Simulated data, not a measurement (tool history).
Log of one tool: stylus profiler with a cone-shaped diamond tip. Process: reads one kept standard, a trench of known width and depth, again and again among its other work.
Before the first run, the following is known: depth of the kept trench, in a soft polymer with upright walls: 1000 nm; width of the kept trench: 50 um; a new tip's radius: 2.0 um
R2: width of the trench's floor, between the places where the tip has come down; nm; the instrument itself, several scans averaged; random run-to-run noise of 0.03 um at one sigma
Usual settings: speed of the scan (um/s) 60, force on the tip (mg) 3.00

{"run": 1, "day": 0.0, "speed of the scan (um/s)": 60, "force on the tip (mg)": 3.0, "depth of the trench (nm)": 1016.6, "R2": 45710}
{"run": 2, "day": 1.067, "speed of the scan (um/s)": 25, "force on the tip (mg)": 3.0, "depth of the trench (nm)": 1015.97, "R2": 45740}
{"run": 3, "day": 1.633, "speed of the scan (um/s)": 25, "force on the tip (mg)": 3.0, "depth of the trench (nm)": 1016.33, "R2": 45760}
{"run": 4, "day": 2.325, "speed of the scan (um/s)": 60, "force on the tip (mg)": 3.0, "depth of the trench (nm)": 1015.73, "R2": 45610}
{"run": 5, "day": 3.421, "speed of the scan (um/s)": 60, "force on the tip (mg)": 3.0, "depth of the trench (nm)": 1016.09, "R2": 45570}
{"run": 6, "day": 4.033, "speed of the scan (um/s)": 60, "force on the tip (mg)": 3.0, "depth of the trench (nm)": 1015.96, "R2": 45610}
{"run": 7, "day": 5.046, "speed of the scan (um/s)": 222, "force on the tip (mg)": 3.0, "depth of the trench (nm)": 1015.62, "R2": 45230}
{"run": 8, "day": 5.825, "speed of the scan (um/s)": 222, "force on the tip (mg)": 3.0, "depth of the trench (nm)": 1015.73, "R2": 45260}
{"run": 9, "day": 6.612, "speed of the scan (um/s)": 222, "force on the tip (mg)": 3.0, "depth of the trench (nm)": 1016.06, "R2": 45210}
{"run": 10, "day": 7.308, "speed of the scan (um/s)": 222, "force on the tip (mg)": 3.0, "depth of the trench (nm)": 1016.22, "R2": 45170}
{"run": 11, "day": 8.3, "speed of the scan (um/s)": 222, "force on the tip (mg)": 1.38, "depth of the trench (nm)": 1009.04, "R2": 44950}
{"run": 12, "day": 9.433, "speed of the scan (um/s)": 222, "force on the tip (mg)": 1.38, "depth of the trench (nm)": 1008.74, "R2": 44880}
{"run": 13, "day": 10.504, "speed of the scan (um/s)": 43, "force on the tip (mg)": 1.38, "depth of the trench (nm)": 1008.91, "R2": 45280}
{"run": 14, "day": 11.317, "speed of the scan (um/s)": 43, "force on the tip (mg)": 1.38, "depth of the trench (nm)": 1008.69, "R2": 45270}
{"run": 15, "day": 12.15, "speed of the scan (um/s)": 43, "force on the tip (mg)": 1.38, "depth of the trench (nm)": 1009.11, "R2": 45230}
{"run": 16, "day": 13.212, "speed of the scan (um/s)": 60, "force on the tip (mg)": 1.37, "depth of the trench (nm)": 1008.74, "R2": 45180}
{"run": 17, "day": 14.2, "speed of the scan (um/s)": 60, "force on the tip (mg)": 1.37, "depth of the trench (nm)": 1008.51, "R2": 45030}
{"run": 18, "day": 14.875, "speed of the scan (um/s)": 26, "force on the tip (mg)": 1.37, "depth of the trench (nm)": 1008.69, "R2": 45180}
{"run": 19, "day": 15.438, "speed of the scan (um/s)": 26, "force on the tip (mg)": 1.37, "depth of the trench (nm)": 1008.76, "R2": 45120}
{"run": 20, "day": 15.971, "speed of the scan (um/s)": 92, "force on the tip (mg)": 3.0, "depth of the trench (nm)": 1015.41, "R2": 45040}
{"run": 21, "day": 16.579, "speed of the scan (um/s)": 60, "force on the tip (mg)": 4.77, "depth of the trench (nm)": 1021.19, "R2": 45090}
{"run": 22, "day": 17.208, "speed of the scan (um/s)": 43, "force on the tip (mg)": 3.0, "depth of the trench (nm)": 1015.1, "R2": 45050}
{"run": 23, "day": 17.825, "speed of the scan (um/s)": 43, "force on the tip (mg)": 3.0, "depth of the trench (nm)": 1014.72, "R2": 45010}
{"run": 24, "day": 18.471, "speed of the scan (um/s)": 60, "force on the tip (mg)": 1.25, "depth of the trench (nm)": 1007.91, "R2": 44930}
{"run": 25, "day": 19.429, "speed of the scan (um/s)": 60, "force on the tip (mg)": 1.25, "depth of the trench (nm)": 1007.52, "R2": 44910}
{"run": 26, "day": 19.954, "speed of the scan (um/s)": 239, "force on the tip (mg)": 2.45, "depth of the trench (nm)": 1013.06, "R2": 44570}
{"run": 27, "day": 20.804, "speed of the scan (um/s)": 35, "force on the tip (mg)": 2.94, "depth of the trench (nm)": 1014.48, "R2": 44900}
{"run": 28, "day": 21.429, "speed of the scan (um/s)": 16, "force on the tip (mg)": 2.25, "depth of the trench (nm)": 1012.45, "R2": 44910}
{"run": 29, "day": 22.029, "speed of the scan (um/s)": 129, "force on the tip (mg)": 2.33, "depth of the trench (nm)": 1012.53, "R2": 44680}
{"run": 30, "day": 22.992, "speed of the scan (um/s)": 129, "force on the tip (mg)": 2.33, "depth of the trench (nm)": 1012.06, "R2": 44710}
{"run": 31, "day": 23.929, "speed of the scan (um/s)": 129, "force on the tip (mg)": 2.33, "depth of the trench (nm)": 1012.07, "R2": 44610}
{"run": 32, "day": 24.9, "speed of the scan (um/s)": 98, "force on the tip (mg)": 1.44, "depth of the trench (nm)": 1008.2, "R2": 44630}
{"run": 33, "day": 25.646, "speed of the scan (um/s)": 81, "force on the tip (mg)": 7.03, "depth of the trench (nm)": 1027.34, "R2": 44690}
{"run": 34, "day": 26.633, "speed of the scan (um/s)": 81, "force on the tip (mg)": 7.03, "depth of the trench (nm)": 1027.46, "R2": 44630}
{"run": 35, "day": 27.562, "speed of the scan (um/s)": 78, "force on the tip (mg)": 1.32, "depth of the trench (nm)": 1009.88, "R2": 44500}
{"run": 36, "day": 28.708, "speed of the scan (um/s)": 16, "force on the tip (mg)": 2.77, "depth of the trench (nm)": 1015.93, "R2": 44690}
{"run": 37, "day": 29.85, "speed of the scan (um/s)": 56, "force on the tip (mg)": 2.77, "depth of the trench (nm)": 1015.45, "R2": 44550}
{"run": 38, "day": 30.838, "speed of the scan (um/s)": 56, "force on the tip (mg)": 2.77, "depth of the trench (nm)": 1015.82, "R2": 44560}
{"run": 39, "day": 31.471, "speed of the scan (um/s)": 24, "force on the tip (mg)": 2.63, "depth of the trench (nm)": 1015.28, "R2": 44570}
{"run": 40, "day": 32.254, "speed of the scan (um/s)": 22, "force on the tip (mg)": 3.48, "depth of the trench (nm)": 1018.44, "R2": 44500}
{"run": 41, "day": 33.167, "speed of the scan (um/s)": 22, "force on the tip (mg)": 3.48, "depth of the trench (nm)": 1018.37, "R2": 44530}
{"run": 42, "day": 33.683, "speed of the scan (um/s)": 25, "force on the tip (mg)": 3.12, "depth of the trench (nm)": 1017.03, "R2": 44490}
{"run": 43, "day": 34.508, "speed of the scan (um/s)": 61, "force on the tip (mg)": 2.62, "depth of the trench (nm)": 1015.23, "R2": 44370}
{"run": 44, "day": 35.704, "speed of the scan (um/s)": 35, "force on the tip (mg)": 2.55, "depth of the trench (nm)": 1014.31, "R2": 44350}
{"run": 45, "day": 36.8, "speed of the scan (um/s)": 60, "force on the tip (mg)": 6.61, "depth of the trench (nm)": 1027.92, "R2": 44360}
{"run": 46, "day": 37.808, "speed of the scan (um/s)": 22, "force on the tip (mg)": 4.36, "depth of the trench (nm)": 1020.9, "R2": 44290}

Between the runs listed above, the log contained 2 entries, not reproduced here. Where in the sequence does each belong, and how does what the log doesn't record of the tool's condition differ from the listed run before to the listed run after?
In the gap between runs 29 and 30: height scale calibrated on a step standard (day 22.117)
  radius of the tip, um: 3.7 -> 3.74; height scale over the true one, %: -0.16 -> -0.196
  difference, measured minus the result without the unlogged condition, depth of the trench (nm): -1.62 -> -1.99; R2: -1590 -> -1620 nm
In the gap between runs 34 and 35: height scale calibrated on a step standard, once more (day 27.138)
  radius of the tip, um: 3.92 -> 3.96; height scale over the true one, %: -0.217 -> 0.018
  difference, measured minus the result without the unlogged condition, depth of the trench (nm): -2.23 -> +0.18; R2: -1770 -> -1800 nm

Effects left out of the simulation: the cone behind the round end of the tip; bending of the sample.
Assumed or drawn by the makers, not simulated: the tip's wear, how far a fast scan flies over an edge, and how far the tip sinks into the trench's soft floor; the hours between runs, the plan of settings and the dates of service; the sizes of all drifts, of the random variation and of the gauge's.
